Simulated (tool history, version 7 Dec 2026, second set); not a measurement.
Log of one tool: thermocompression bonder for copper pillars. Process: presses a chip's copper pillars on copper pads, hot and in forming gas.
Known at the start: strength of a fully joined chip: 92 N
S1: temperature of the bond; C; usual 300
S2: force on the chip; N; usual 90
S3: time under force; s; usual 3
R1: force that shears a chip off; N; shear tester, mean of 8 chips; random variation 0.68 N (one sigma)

run   hour   S1   S2  S3    R1
  1      0  300   90   3  64.3
  2   17.5  300  115   3  75.5
  3   31.7  326   90   3  72.7
  4     44  300   90   3  65.2
  5   55.7  300   90   3  64.3
  6   79.9  300   90   3  63.6
  7   94.2  300   90   3  62.9
  8  113.4  300   90   3    64
     117.6  -- heater calibrated with a thermocouple chip
  9  135.3  300   90   3  63.6
 10  152.7  300   90   3  63.2
 11    173  300   90   3  63.3
 12  191.9  300  109   5  77.2
     200.4  -- forming gas filter changed
 13  210.3  300  109   5  81.4
     233.1  -- heater calibrated with a thermocouple chip, once more
 14  235.4  300  109   5  82.2
 15  247.9  315  133   4  88.8
 16  269.2  315  133   4  88.2
 17  290.9  289   76   4  61.3
 18  314.3  289   76   3  55.6
 19  334.5  275   76   2  42.7
 20  357.8  275   76   2  42.5

The same runs without the tool's hidden state, with the same run-to-run variation:
The hidden state here: true temperature of the bond over the reading, C; force that reaches the chip, % of what is set; oxide that the forming gas leaves, % of the face; drift of the gauge itself on shear_n, %.
run    R1
  1  67.5
  2    79
  3  76.1
  4  68.7
  5  67.8
  6  67.2
  7  66.6
  8  67.8
  9  68.3
 10    68
 11  68.2
 12  82.5
 13  82.7
 14  82.1
 15  89.1
 16  88.6
 17  61.2
 18  55.6
 19  42.7
 20  42.6
